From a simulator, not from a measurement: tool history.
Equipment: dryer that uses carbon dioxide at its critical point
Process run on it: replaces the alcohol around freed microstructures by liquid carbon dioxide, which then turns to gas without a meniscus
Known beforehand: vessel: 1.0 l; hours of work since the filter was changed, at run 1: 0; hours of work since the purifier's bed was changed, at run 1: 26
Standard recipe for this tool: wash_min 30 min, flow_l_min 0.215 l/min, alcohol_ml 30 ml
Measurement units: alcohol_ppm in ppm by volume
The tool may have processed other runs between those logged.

run	day	wash_min	flow_l_min	alcohol_ml	hours of work since the filter was changed	hours of work since the purifier's bed was changed	alcohol_ppm
1	0	30	0.215	30	0	26	131
2	2.667	30	0.215	30	20	47	138
3	4.154	40	0.215	30	31	58	50
4	6.133	34	0.215	30	46	73	97
5	8.267	30	0.215	30	62	89	162
6	10.175	30	0.167	30	77	103	476
7	12.608	44	0.258	39	95	122	61
8	14.038	30	0.14	29	106	132	906
9	16	30	0.14	57	121	147	1724
10	18.258	24	0.169	50	138	164	1734

3 options for the next run, each taken on its own from the tool as it stands now. Forecast them:
A	20.029	24	0.169	50	151	178	?
B	20.029	24	0.169	91	151	178	?
C	20.029	31	0.346	51	151	178	?

run	alcohol_ppm
A	1773
B	3152
C	83
With the hidden condition removed and each run's random variation left untouched, the same runs would have given:
run	alcohol_ppm
A	1473
B	2672
C	5

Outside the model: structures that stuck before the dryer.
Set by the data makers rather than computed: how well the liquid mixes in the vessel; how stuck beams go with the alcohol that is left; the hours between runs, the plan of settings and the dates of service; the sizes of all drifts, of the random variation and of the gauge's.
